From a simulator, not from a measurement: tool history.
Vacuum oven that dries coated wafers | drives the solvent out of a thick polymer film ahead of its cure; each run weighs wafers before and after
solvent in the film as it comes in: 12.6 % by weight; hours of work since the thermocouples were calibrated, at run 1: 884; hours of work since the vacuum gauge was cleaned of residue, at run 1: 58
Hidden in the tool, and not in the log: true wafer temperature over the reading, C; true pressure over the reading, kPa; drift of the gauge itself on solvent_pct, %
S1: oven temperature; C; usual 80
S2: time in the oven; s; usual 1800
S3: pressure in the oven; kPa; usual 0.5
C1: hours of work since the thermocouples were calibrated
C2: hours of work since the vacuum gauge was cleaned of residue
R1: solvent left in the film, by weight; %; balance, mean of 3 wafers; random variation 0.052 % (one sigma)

| run | hour | S1 | S2 | S3 | C1 | C2 | R1 |
|---|---|---|---|---|---|---|---|
| 1 | 0 | 80 | 1800 | 0.5 | 884 | 58 | 1.43 |
| 2 | 5.9 | 80 | 1800 | 0.5 | 887 | 60 | 1.53 |
| 3 | 11.8 | 80 | 1800 | 0.5 | 889 | 62 | 1.53 |
| 4 | 20.3 | 80 | 1800 | 0.5 | 892 | 66 | 1.45 |
| 5 | 28.7 | 80 | 1800 | 0.5 | 896 | 69 | 1.41 |
| 6 | 40 | 80 | 1800 | 0.5 | 900 | 74 | 1.51 |
| 7 | 48.6 | 80 | 1800 | 0.5 | 904 | 77 | 1.46 |
| 8 | 59.8 | 80 | 1800 | 0.5 | 908 | 82 | 1.53 |
| 9 | 71.4 | 80 | 2400 | 0.5 | 913 | 87 | 0.97 |
| 10 | 83.6 | 80 | 2400 | 0.5 | 918 | 91 | 1.02 |
| 11 | 93.9 | 80 | 1800 | 0.5 | 922 | 96 | 1.46 |
| 12 | 103.6 | 85 | 1800 | 0.5 | 926 | 100 | 1.04 |
| 13 | 111.1 | 70 | 1800 | 0.5 | 929 | 103 | 2.83 |
| 14 | 120.7 | 88 | 1800 | 0.5 | 933 | 106 | 0.77 |
| 15 | 129.6 | 88 | 1800 | 0.5 | 937 | 110 | 0.82 |
| 16 | 140.7 | 81 | 1800 | 0.5 | 941 | 115 | 1.41 |
| 17 | 148.1 | 81 | 1800 | 0.5 | 944 | 118 | 1.31 |
| 18 | 153.6 | 81 | 1800 | 0.5 | 946 | 120 | 1.44 |
| 19 | 162.5 | 81 | 1800 | 0.5 | 950 | 123 | 1.39 |
| 20 | 173.7 | 80 | 1800 | 0.799 | 955 | 128 | 1.84 |
| 21 | 179.7 | 80 | 1800 | 0.799 | 957 | 130 | 1.91 |
| 22 | 185.7 | 80 | 1800 | 0.799 | 959 | 133 | 1.87 |
| 23 | 195.3 | 80 | 1800 | 1.706 | 963 | 137 | 2.9 |
| 24 | 204.1 | 91 | 2280 | 1.462 | 967 | 140 | 1.38 |
| 25 | 215 | 80 | 1200 | 0.967 | 971 | 145 | 2.95 |
| 26 | 225 | 80 | 1200 | 0.967 | 975 | 149 | 3.1 |
| 27 | 230.7 | 80 | 1200 | 0.967 | 978 | 151 | 2.99 |
| 28 | 241 | 80 | 1200 | 0.967 | 982 | 155 | 3.02 |
| 29 | 247.5 | 85 | 1080 | 0.34 | 984 | 158 | 1.96 |
|  | 249.9 | vacuum gauge cleaned of residue and calibrated |
| 30 | 258.2 | 80 | 1740 | 0.437 | 988 | 3 | 1.55 |
| 31 | 265.3 | 80 | 1740 | 0.437 | 991 | 6 | 1.59 |
| 32 | 275.4 | 89 | 1320 | 1.611 | 995 | 10 | 2.17 |
|  | 283.1 | vacuum gauge cleaned of residue and calibrated, once more |
| 33 | 287.3 | 80 | 1380 | 0.524 | 999 | 2 | 2.08 |
| 34 | 294 | 85 | 1140 | 1.909 | 1002 | 4 | 3.25 |
| 35 | 300 | 70 | 1800 | 1.329 | 1004 | 7 | 4.08 |
| 36 | 311.9 | 70 | 1800 | 1.329 | 1009 | 12 | 3.98 |
| 37 | 321.4 | 70 | 1800 | 1.329 | 1013 | 16 | 4.01 |
| 38 | 330.8 | 92 | 1740 | 1.846 | 1017 | 19 | 1.57 |
| 39 | 339 | 78 | 900 | 1.846 | 1020 | 23 | 5 |
| 40 | 348.1 | 82 | 900 | 0.399 | 1024 | 26 | 3.02 |
| 41 | 357.3 | 78 | 1800 | 1.673 | 1028 | 30 | 3.09 |
| 42 | 367.6 | 69 | 1980 | 0.259 | 1032 | 34 | 2.26 |
| 43 | 373 | 69 | 1680 | 0.361 | 1034 | 36 | 3.02 |
| 44 | 383.2 | 71 | 1800 | 0.628 | 1038 | 41 | 2.79 |
| 45 | 388.3 | 71 | 1800 | 0.628 | 1040 | 43 | 2.84 |
| 46 | 393.9 | 71 | 960 | 0.766 | 1042 | 45 | 4.95 |

3 ways to go on from here, each from the tool as it stands after run 46. What would each give?
| A | 404.6 | 80 | 1740 | 0.5 | 1047 | 49 | ? |
| B | 404.6 | 76 | 1680 | 0.5 | 1047 | 49 | ? |
| C | 404.6 | 80 | 1800 | 0.862 | 1047 | 49 | ? |

| run | R1 |
|---|---|
| A | 1.54 |
| B | 2.13 |
| C | 1.92 |
Without the tool's hidden state the same runs would have given:
| run | R1 |
|---|---|
| A | 1.66 |
| B | 2.28 |
| C | 2.04 |
